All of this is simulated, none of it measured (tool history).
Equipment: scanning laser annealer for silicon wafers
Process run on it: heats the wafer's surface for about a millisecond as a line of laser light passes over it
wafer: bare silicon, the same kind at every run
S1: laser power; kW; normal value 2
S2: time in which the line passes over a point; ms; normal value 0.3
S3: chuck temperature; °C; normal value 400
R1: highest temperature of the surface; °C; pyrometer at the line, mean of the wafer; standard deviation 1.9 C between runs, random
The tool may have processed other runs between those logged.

Run 1, hour 0: usual settings. Result: R1 1213 °C.
Run 2, hour 6.6: usual settings. Result: R1 1215 °C.
Run 3, hour 18.3: usual settings. Result: R1 1214 °C.
Run 4, hour 32.8: usual settings. Result: R1 1210 °C.
Run 5, hour 40.9: usual settings. Result: R1 1218 °C.
Run 6, hour 54.2: usual settings. Result: R1 1216 °C.
Run 7, hour 68: usual settings but S2 0.257 ms. Result: R1 1150 °C.
Run 8, hour 79.6: usual settings but S2 0.257 ms. Result: R1 1148 °C.
Run 9, hour 94.6: usual settings but S1 2.085 kW, S2 0.292 ms, S3 426 °C. Result: R1 1270 °C.
Run 10, hour 108.4: usual settings but S1 1.948 kW, S2 0.257 ms. Result: R1 1124 °C.
Run 11, hour 124.1: usual settings but S1 1.948 kW, S2 0.257 ms. Result: R1 1125 °C.
Run 12, hour 132: usual settings but S1 2.121 kW, S2 0.252 ms, S3 373 °C. Result: R1 1165 °C.

Run 13 has not been measured yet. What should we expect?
Run 13, hour 147.7: usual settings but S1 2.079 kW, S2 0.265 ms, S3 398 °C. Result: R1 ?.

R1: 1190 °C
If the tool had no hidden condition, the same run with the same run-to-run variation would have returned R1 1191 °C.

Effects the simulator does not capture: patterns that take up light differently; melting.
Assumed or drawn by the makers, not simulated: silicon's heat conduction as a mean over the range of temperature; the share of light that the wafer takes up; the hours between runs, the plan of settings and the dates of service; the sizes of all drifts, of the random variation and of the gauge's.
